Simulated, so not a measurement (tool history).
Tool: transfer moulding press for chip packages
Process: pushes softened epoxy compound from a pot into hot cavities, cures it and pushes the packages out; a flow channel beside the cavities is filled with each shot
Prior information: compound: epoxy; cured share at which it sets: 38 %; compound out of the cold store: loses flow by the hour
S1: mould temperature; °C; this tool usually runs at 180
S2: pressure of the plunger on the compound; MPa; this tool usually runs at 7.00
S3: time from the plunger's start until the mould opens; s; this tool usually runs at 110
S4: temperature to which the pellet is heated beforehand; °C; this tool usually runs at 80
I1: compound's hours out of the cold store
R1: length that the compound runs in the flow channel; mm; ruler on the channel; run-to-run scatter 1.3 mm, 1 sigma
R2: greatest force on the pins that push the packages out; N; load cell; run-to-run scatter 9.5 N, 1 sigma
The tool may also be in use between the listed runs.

run,hour,S1,S2,S3,S4,I1,R1,R2
1,0.0,180,7.00,110,80,27.9,679,618
# hour 16.8: cavities cleaned with cleaning compound and waxed
2,62.8,180,7.00,149,80,16.3,699,529
# hour 113.5: cavities cleaned with cleaning compound and waxed
# hour 124.4: plunger's sealing rings changed
3,124.4,180,7.00,149,80,23.2,696,459
# hour 150.1: mould's thermocouples calibrated
4,183.5,182,7.00,110,80,19.9,695,603
# hour 212.9: cavities cleaned with cleaning compound and waxed
5,265.4,182,7.00,110,80,22.0,687,553
# hour 313.4: cavities cleaned with cleaning compound and waxed
6,365.5,182,7.00,110,80,42.5,646,591
# hour 409.6: cavities cleaned with cleaning compound and waxed
7,409.6,180,7.00,105,80,13.7,705,489
# hour 447.6: plunger's sealing rings changed
8,454.7,180,7.00,105,80,10.3,728,621
# hour 510.1: cavities cleaned with cleaning compound and waxed
9,555.9,180,7.00,105,80,16.7,706,622
# hour 607.6: cavities cleaned with cleaning compound and waxed
10,653.1,180,7.00,105,80,26.7,680,622
# hour 679.8: mould's thermocouples calibrated, once more
# hour 709.3: cavities cleaned with cleaning compound and waxed
11,709.3,180,7.00,105,80,38.6,650,437
# hour 766.4: plunger's sealing rings changed
12,784.7,180,7.00,110,80,47.7,645,576
# hour 812.8: cavities cleaned with cleaning compound and waxed
13,832.7,180,7.00,113,80,42.2,652,514
# hour 909.6: cavities cleaned with cleaning compound and waxed
14,918.8,180,7.00,113,80,44.9,647,464
15,987.8,180,7.00,113,80,11.1,710,580
# hour 1008.7: cavities cleaned with cleaning compound and waxed
16,1057.8,180,7.00,113,80,42.9,643,576
# hour 1091.2: plunger's sealing rings changed
# hour 1106.9: cavities cleaned with cleaning compound and waxed
17,1150.4,180,7.00,91,86,10.3,720,720
18,1193.4,180,7.00,110,89,36.7,664,611
# hour 1208.6: cavities cleaned with cleaning compound and waxed
19,1235.9,180,7.00,110,89,33.7,668,517
# hour 1307.4: cavities cleaned with cleaning compound and waxed
20,1324.8,180,7.00,110,89,20.6,689,500
21,1370.6,180,7.00,110,89,11.4,707,617
# hour 1405.4: cavities cleaned with cleaning compound and waxed
# hour 1413.7: plunger's sealing rings changed
22,1469.7,175,7.00,107,74,21.9,710,758
# hour 1500.1: mould's thermocouples calibrated
# hour 1507.1: cavities cleaned with cleaning compound and waxed
23,1545.9,175,7.00,107,74,46.5,655,658
24,1596.7,180,6.68,102,80,22.2,670,676
# hour 1607.4: cavities cleaned with cleaning compound and waxed
25,1638.9,180,5.65,131,80,44.3,575,523
# hour 1703.7: cavities cleaned with cleaning compound and waxed
26,1715.5,174,7.00,110,89,27.5,687,593
# hour 1734.6: plunger's sealing rings changed
# hour 1802.5: cavities cleaned with cleaning compound and waxed
27,1802.5,174,7.00,110,89,22.9,711,545

Alternative continuations, all from the tool just after run 27; predict every row:
A,1881.6,181,7.00,100,77,18.6,?,?
B,1881.6,174,8.61,110,89,26.4,?,?
C,1881.6,183,7.28,110,88,19.3,?,?
D,1881.6,186,5.95,110,83,35.7,?,?

run,R1,R2
A,693,638
B,776,737
C,702,597
D,597,605
What these runs would have given with no unlogged condition in the tool:
run,R1,R2
A,701,444
B,785,513
C,710,418
D,604,426

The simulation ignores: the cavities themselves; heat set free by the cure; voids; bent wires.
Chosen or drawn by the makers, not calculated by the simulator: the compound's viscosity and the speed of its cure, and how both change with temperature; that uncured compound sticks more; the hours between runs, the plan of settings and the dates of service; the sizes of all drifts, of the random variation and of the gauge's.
